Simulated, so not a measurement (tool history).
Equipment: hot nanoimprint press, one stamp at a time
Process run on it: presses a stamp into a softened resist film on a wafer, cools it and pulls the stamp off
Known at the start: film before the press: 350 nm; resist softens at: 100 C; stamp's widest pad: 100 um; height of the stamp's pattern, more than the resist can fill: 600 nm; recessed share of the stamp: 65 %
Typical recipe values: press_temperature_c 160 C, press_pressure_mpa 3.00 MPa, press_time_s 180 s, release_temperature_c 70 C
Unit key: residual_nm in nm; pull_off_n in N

Run 1, day 0.000: usual settings. Result: residual_nm 169.9 nm, pull_off_n 256 N.
Run 2, day 1.100: usual settings. Result: residual_nm 170.1 nm, pull_off_n 263 N.
Run 3, day 2.942: usual settings. Result: residual_nm 171.1 nm, pull_off_n 282 N.
At day 3.629: plate thermocouple calibrated.
Run 4, day 4.850: usual settings. Result: residual_nm 180.7 nm, pull_off_n 299 N.
Run 5, day 6.154: usual settings but press_time_s 125 s. Result: residual_nm 204.7 nm, pull_off_n 309 N.
Run 6, day 8.062: usual settings but press_pressure_mpa 1.95 MPa. Result: residual_nm 218.3 nm, pull_off_n 317 N.
Run 7, day 9.588: usual settings but press_pressure_mpa 1.95 MPa. Result: residual_nm 217.4 nm, pull_off_n 339 N.
Run 8, day 10.629: usual settings but press_pressure_mpa 1.95 MPa. Result: residual_nm 218.5 nm, pull_off_n 371 N.
Run 9, day 11.842: usual settings but press_pressure_mpa 1.95 MPa. Result: residual_nm 219.6 nm, pull_off_n 370 N.
At day 13.388: stamp cleaned and given a new release coat.
Run 10, day 13.850: usual settings. Result: residual_nm 189.9 nm, pull_off_n 235 N.
At day 15.675: plate thermocouple calibrated, once more.
Run 11, day 15.962: usual settings but release_temperature_c 63 C. Result: residual_nm 161.3 nm, pull_off_n 266 N.
Run 12, day 17.088: usual settings but release_temperature_c 63 C. Result: residual_nm 163.6 nm, pull_off_n 277 N.
Run 13, day 18.658: usual settings but release_temperature_c 63 C. Result: residual_nm 165.5 nm, pull_off_n 292 N.
Run 14, day 20.250: usual settings. Result: residual_nm 165.5 nm, pull_off_n 279 N.
Run 15, day 21.329: usual settings. Result: residual_nm 166.2 nm, pull_off_n 305 N.
Run 16, day 22.262: usual settings but press_temperature_c 161 C, press_time_s 118 s, release_temperature_c 61 C. Result: residual_nm 185.6 nm, pull_off_n 334 N.
Run 17, day 23.538: usual settings but press_temperature_c 161 C, press_time_s 118 s, release_temperature_c 61 C. Result: residual_nm 186.7 nm, pull_off_n 336 N.
Run 18, day 24.492: usual settings but press_temperature_c 149 C, press_time_s 329 s, release_temperature_c 61 C. Result: residual_nm 240.4 nm, pull_off_n 345 N.
Run 19, day 26.404: usual settings but press_temperature_c 149 C, press_time_s 329 s, release_temperature_c 61 C. Result: residual_nm 245.5 nm, pull_off_n 374 N.
Run 20, day 27.371: usual settings but press_temperature_c 149 C, press_time_s 329 s, release_temperature_c 61 C. Result: residual_nm 245.1 nm, pull_off_n 388 N.
Run 21, day 29.404: usual settings but press_temperature_c 149 C, press_time_s 329 s, release_temperature_c 61 C. Result: residual_nm 245.3 nm, pull_off_n 418 N.
At day 30.308: stamp cleaned and given a new release coat.
At day 30.954: press's hydraulic seals changed and the load cell set to zero.
Run 22, day 31.938: usual settings but press_temperature_c 149 C, press_time_s 159 s, release_temperature_c 69 C. Result: residual_nm 280.5 nm, pull_off_n 238 N.
At day 32.904: plate thermocouple calibrated.
Run 23, day 33.083: usual settings but press_temperature_c 162 C, release_temperature_c 64 C. Result: residual_nm 136.7 nm, pull_off_n 265 N.
Run 24, day 34.867: usual settings but press_temperature_c 162 C, release_temperature_c 64 C. Result: residual_nm 140.9 nm, pull_off_n 267 N.
Run 25, day 36.146: usual settings but press_temperature_c 157 C, press_pressure_mpa 1.90 MPa, release_temperature_c 64 C. Result: residual_nm 219.8 nm, pull_off_n 286 N.
Run 26, day 37.783: usual settings but press_temperature_c 162 C, release_temperature_c 60 C. Result: residual_nm 143.0 nm, pull_off_n 315 N.
Run 27, day 39.696: usual settings but press_temperature_c 162 C, release_temperature_c 60 C. Result: residual_nm 142.9 nm, pull_off_n 326 N.
Run 28, day 41.396: usual settings but press_temperature_c 157 C, release_temperature_c 60 C. Result: residual_nm 188.4 nm, pull_off_n 351 N.
Run 29, day 43.154: usual settings but press_temperature_c 154 C, press_pressure_mpa 1.98 MPa, press_time_s 100 s, release_temperature_c 59 C. Result: residual_nm 286.7 nm, pull_off_n 375 N.

Here are 5 independent what-if runs from the current tool condition. What would each one return?
Run A, day 45.179: usual settings but press_temperature_c 163 C, release_temperature_c 77 C. Result: residual_nm ?, pull_off_n ?.
Run B, day 45.179: usual settings but press_temperature_c 167 C, press_time_s 92 s, release_temperature_c 75 C. Result: residual_nm ?, pull_off_n ?.
Run C, day 45.179: usual settings but press_temperature_c 170 C, press_pressure_mpa 3.44 MPa, release_temperature_c 71 C. Result: residual_nm ?, pull_off_n ?.
Run D, day 45.179: usual settings but press_pressure_mpa 2.02 MPa, press_time_s 137 s, release_temperature_c 58 C. Result: residual_nm ?, pull_off_n ?.
Run E, day 45.179: usual settings but press_temperature_c 154 C, press_pressure_mpa 1.98 MPa, press_time_s 169 s, release_temperature_c 73 C. Result: residual_nm ?, pull_off_n ?.

run  residual_nm  pull_off_n
  A        140.4         330
  B        147.5         343
  C         88.2         352
  D        210.9         417
  E        254.1         343
Stripped of hidden state, with their random variation kept, the same runs would have yielded:
run  residual_nm  pull_off_n
  A        132.5         206
  B        139.7         214
  C         83.0         220
  D        201.8         260
  E        245.2         215
